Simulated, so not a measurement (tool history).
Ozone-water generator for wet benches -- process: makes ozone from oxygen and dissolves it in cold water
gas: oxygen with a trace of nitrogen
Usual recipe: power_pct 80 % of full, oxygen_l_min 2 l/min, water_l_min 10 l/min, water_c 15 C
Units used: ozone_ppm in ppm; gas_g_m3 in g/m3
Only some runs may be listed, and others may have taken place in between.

run,hour,power_pct,oxygen_l_min,water_l_min,water_c,ozone_ppm,gas_g_m3
1,0,80,2,10,15,25.4,287
2,85.4,80,2,10,15,25.2,284.7
3,160,80,2,10,15,25.2,283
4,223.4,80,2,11,15,22.8,284.4
5,301.9,80,2,10,15,25.3,282.8
6,364.6,80,1.07,10,15,20.7,360.5
7,423.6,80,1.53,10,15,23.4,311.4
8,508.3,51,1.53,10,15,17.8,240.2
9,562,51,1.53,10,15,17.9,241.1
10,626.5,80,2.99,10,15,27,238.5
11,704.1,80,2.43,14,15,18.3,262.2
12,761.2,59,1.88,16,19,11.8,242.7
13,813.4,80,3,10,9,29,238.3
14,872,59,1.54,12,20,15.3,260.7
15,953.3,80,1.58,13,15,17.3,305.9
16,1010,91,1.14,10,9,23.4,372.6
17,1071.7,91,1.14,10,9,23.4,373.7
18,1137.9,91,1.14,10,9,23.2,372.9

Difference, measured minus no-hidden-state, one row per run. Run-to-run variation is common to both terms; the gauge's own scatter need not be:
Hidden conditions of the tool in this case: yield of the discharge, % of new electrodes'; contactor's efficiency, % of a clean one's; true water temperature over the reading, C; drift of the gauge itself on ozone_ppm, %; drift of the gauge itself on gas_g_m3, %.
run,ozone_ppm,gas_g_m3
1,-0.4,-3.1
2,-0.4,-3.6
3,-0.5,-4.1
4,-0.5,-4.4
5,-0.6,-5
6,-0.5,-6.8
7,-0.7,-6.3
8,-0.5,-4
9,-0.5,-4.2
10,-0.9,-5.9
11,-0.7,-6.9
12,-0.5,-5.6
13,-1.2,-7
14,-0.6,-6.6
15,-0.9,-9.9
16,-1.1,-13.4
17,-1.2,-14
18,-1.3,-14.6
